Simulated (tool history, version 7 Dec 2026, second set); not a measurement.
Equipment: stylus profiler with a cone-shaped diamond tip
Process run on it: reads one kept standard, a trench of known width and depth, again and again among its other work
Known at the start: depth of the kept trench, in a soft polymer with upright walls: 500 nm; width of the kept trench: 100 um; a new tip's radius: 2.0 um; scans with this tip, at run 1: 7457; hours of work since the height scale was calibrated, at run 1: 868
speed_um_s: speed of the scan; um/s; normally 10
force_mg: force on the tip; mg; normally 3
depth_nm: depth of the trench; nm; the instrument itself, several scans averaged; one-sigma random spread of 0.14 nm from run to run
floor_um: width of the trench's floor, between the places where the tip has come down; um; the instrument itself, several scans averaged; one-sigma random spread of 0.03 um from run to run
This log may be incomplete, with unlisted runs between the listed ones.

run   hour  speed_um_s  force_mg  scans with this tip  hours of work since the height scale was calibrated  depth_nm  floor_um
  1      0          10         3                 7457                                                  868    503.99     96.89
  2   72.7          10      4.12                 7723                                                  899    504.95     96.88
  3    151          10         3                 8010                                                  933    503.73     96.89
  4  221.6          10         3                 8268                                                  963    503.83     96.82
  5  268.4          10      3.13                 8440                                                  983     503.9     96.79
  6  357.3          10      6.63                 8766                                                 1021    507.26     96.81
  7  425.6          13      5.54                 9016                                                 1050     506.5      96.8

For run 8, what comes out?
  8  478.1          10      5.11                 9208                                                 1072         ?         ?

{"run 8": {"depth_nm": 505.8, "floor_um": 96.8}}
With the hidden condition absent and the run-to-run variation left alone, this run would have shown depth_nm 508.28 nm, floor_um 97.33 um.
